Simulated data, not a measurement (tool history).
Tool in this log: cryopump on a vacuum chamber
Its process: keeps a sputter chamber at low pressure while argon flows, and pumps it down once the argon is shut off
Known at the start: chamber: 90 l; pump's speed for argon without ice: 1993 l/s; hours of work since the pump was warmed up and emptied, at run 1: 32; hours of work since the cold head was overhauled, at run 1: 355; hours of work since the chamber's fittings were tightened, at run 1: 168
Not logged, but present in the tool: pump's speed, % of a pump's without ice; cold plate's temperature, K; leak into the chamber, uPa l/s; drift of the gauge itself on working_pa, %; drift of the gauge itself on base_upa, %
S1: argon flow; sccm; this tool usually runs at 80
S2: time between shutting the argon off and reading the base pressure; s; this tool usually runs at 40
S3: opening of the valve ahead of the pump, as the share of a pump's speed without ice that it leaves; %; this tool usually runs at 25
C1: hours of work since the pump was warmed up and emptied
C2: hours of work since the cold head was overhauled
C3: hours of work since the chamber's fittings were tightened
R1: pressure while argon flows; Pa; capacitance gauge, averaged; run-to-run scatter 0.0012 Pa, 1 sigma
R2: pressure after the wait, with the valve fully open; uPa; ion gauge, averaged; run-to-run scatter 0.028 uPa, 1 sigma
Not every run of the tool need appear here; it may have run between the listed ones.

run	hour	S1	S2	S3	C1	C2	C3	R1	R2
1	0.0	80	40	25	32	355	168	0.2742	1.32
2	16.1	80	40	25	39	362	175	0.2739	1.32
3	32.5	127	40	25	46	369	182	0.4341	1.28
4	53.7	42	40	25	55	379	191	0.1428	1.34
5	71.6	42	40	25	63	386	199	0.1448	1.32
6	92.1	42	40	25	72	395	208	0.1442	1.34
7	112.7	42	40	25	81	404	217	0.1449	1.42
8	131.4	80	98	25	89	412	225	0.2749	0.70
9	154.5	80	40	25	99	422	235	0.2778	1.36
10	171.1	80	40	25	106	430	243	0.2765	1.35
11	195.0	80	40	25	117	440	253	0.2773	1.39
12	218.0	80	40	25	127	450	263	0.2810	1.33
13	240.4	80	200	25	137	460	273	0.2803	0.49
14	260.3	83	264	37	145	468	281	0.1978	0.43

Estimate the outcome of run 15 from the log above:
15	273.8	83	264	37	151	474	287	?	?

Run 15 measured R1 0.1990 Pa, R2 0.43 uPa.
Take away the tool's hidden state, keep the run-to-run variation as it was, and the same run would have given R1 0.1906 Pa, R2 0.31 uPa.

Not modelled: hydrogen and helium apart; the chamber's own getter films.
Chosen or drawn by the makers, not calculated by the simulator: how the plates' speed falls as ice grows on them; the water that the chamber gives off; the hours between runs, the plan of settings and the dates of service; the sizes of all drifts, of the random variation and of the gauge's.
